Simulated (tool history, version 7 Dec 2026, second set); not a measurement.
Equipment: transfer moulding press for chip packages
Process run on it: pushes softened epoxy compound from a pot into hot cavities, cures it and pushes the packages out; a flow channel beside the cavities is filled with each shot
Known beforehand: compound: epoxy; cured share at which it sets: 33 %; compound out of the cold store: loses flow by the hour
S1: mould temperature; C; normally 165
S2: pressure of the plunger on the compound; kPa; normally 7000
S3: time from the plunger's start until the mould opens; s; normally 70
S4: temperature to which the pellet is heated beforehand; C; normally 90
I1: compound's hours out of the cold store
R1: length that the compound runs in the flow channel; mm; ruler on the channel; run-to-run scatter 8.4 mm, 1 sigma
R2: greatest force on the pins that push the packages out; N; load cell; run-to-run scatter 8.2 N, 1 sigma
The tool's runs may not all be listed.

| run | hour | S1 | S2 | S3 | S4 | I1 | R1 | R2 |
|---|---|---|---|---|---|---|---|---|
| 1 | 0 | 165 | 7000 | 70 | 90 | 35.3 | 867 | 664 |
|  | 4.8 | cavities cleaned with cleaning compound and waxed |
|  | 30.3 | plunger's sealing rings changed |
| 2 | 34.9 | 165 | 7000 | 70 | 90 | 43.8 | 941 | 509 |
| 3 | 52.9 | 165 | 7000 | 70 | 98 | 20.5 | 959 | 592 |
| 4 | 75.8 | 165 | 7000 | 70 | 90 | 32.4 | 937 | 650 |
|  | 85.2 | cavities cleaned with cleaning compound and waxed |
| 5 | 99.7 | 165 | 7000 | 70 | 90 | 36.9 | 931 | 465 |
| 6 | 118.2 | 165 | 7000 | 70 | 90 | 30.1 | 943 | 584 |
| 7 | 159.1 | 165 | 7000 | 70 | 90 | 11.5 | 977 | 738 |
|  | 163.3 | cavities cleaned with cleaning compound and waxed |
| 8 | 204.4 | 158 | 7000 | 70 | 90 | 8 | 982 | 1121 |
|  | 225 | mould's thermocouples calibrated |
|  | 242.7 | cavities cleaned with cleaning compound and waxed |
| 9 | 243.7 | 158 | 7000 | 70 | 90 | 43.6 | 908 | 615 |
| 10 | 268.7 | 165 | 8780 | 70 | 90 | 18.9 | 1016 | 523 |
| 11 | 306.2 | 169 | 7000 | 70 | 90 | 16.4 | 880 | 461 |
|  | 320.9 | cavities cleaned with cleaning compound and waxed |
| 12 | 349 | 169 | 7000 | 70 | 90 | 17.6 | 855 | 390 |
|  | 386.4 | plunger's sealing rings changed |
| 13 | 390.9 | 169 | 7000 | 70 | 90 | 42.2 | 919 | 472 |
|  | 401.2 | cavities cleaned with cleaning compound and waxed |
| 14 | 426.2 | 169 | 7000 | 70 | 90 | 41.9 | 904 | 374 |
| 15 | 457 | 165 | 7000 | 86 | 92 | 11.5 | 967 | 411 |
|  | 481 | cavities cleaned with cleaning compound and waxed |
| 16 | 492 | 168 | 7000 | 70 | 82 | 23.3 | 936 | 354 |
| 17 | 527.7 | 168 | 7000 | 71 | 82 | 34.5 | 895 | 487 |
|  | 559.5 | cavities cleaned with cleaning compound and waxed |
| 18 | 560.8 | 168 | 7000 | 71 | 82 | 31.2 | 901 | 310 |
| 19 | 586.4 | 168 | 7000 | 71 | 82 | 14.3 | 933 | 441 |
| 20 | 611.6 | 168 | 7000 | 71 | 82 | 33.9 | 870 | 494 |
|  | 636.9 | cavities cleaned with cleaning compound and waxed |
| 21 | 655.3 | 168 | 7000 | 71 | 82 | 40.5 | 863 | 396 |
| 22 | 687.3 | 166 | 6220 | 54 | 88 | 25.6 | 822 | 1203 |
|  | 716 | cavities cleaned with cleaning compound and waxed |
| 23 | 720.6 | 166 | 6220 | 54 | 88 | 42.3 | 798 | 762 |
|  | 740.5 | plunger's sealing rings changed |
| 24 | 765.1 | 164 | 6260 | 70 | 87 | 25.2 | 915 | 676 |
|  | 796.7 | cavities cleaned with cleaning compound and waxed |
| 25 | 806.6 | 164 | 6260 | 70 | 87 | 22.5 | 921 | 513 |
| 26 | 849.6 | 165 | 8380 | 70 | 100 | 23.5 | 1017 | 593 |
|  | 874.5 | cavities cleaned with cleaning compound and waxed |
| 27 | 889.6 | 161 | 7620 | 76 | 99 | 14.4 | 1011 | 547 |

What if the next run were any one of these 3? Each begins from the tool's condition after run 27:
| A | 931.7 | 165 | 7000 | 72 | 90 | 38.6 | ? | ? |
| B | 931.7 | 165 | 5940 | 70 | 90 | 26.7 | ? | ? |
| C | 931.7 | 161 | 7620 | 71 | 99 | 23.2 | ? | ? |

| run | R1 | R2 |
|---|---|---|
| A | 892 | 573 |
| B | 844 | 651 |
| C | 978 | 820 |
With the hidden condition removed and each run's random variation left untouched, the same runs would have given:
| run | R1 | R2 |
|---|---|---|
| A | 941 | 310 |
| B | 891 | 355 |
| C | 1032 | 438 |
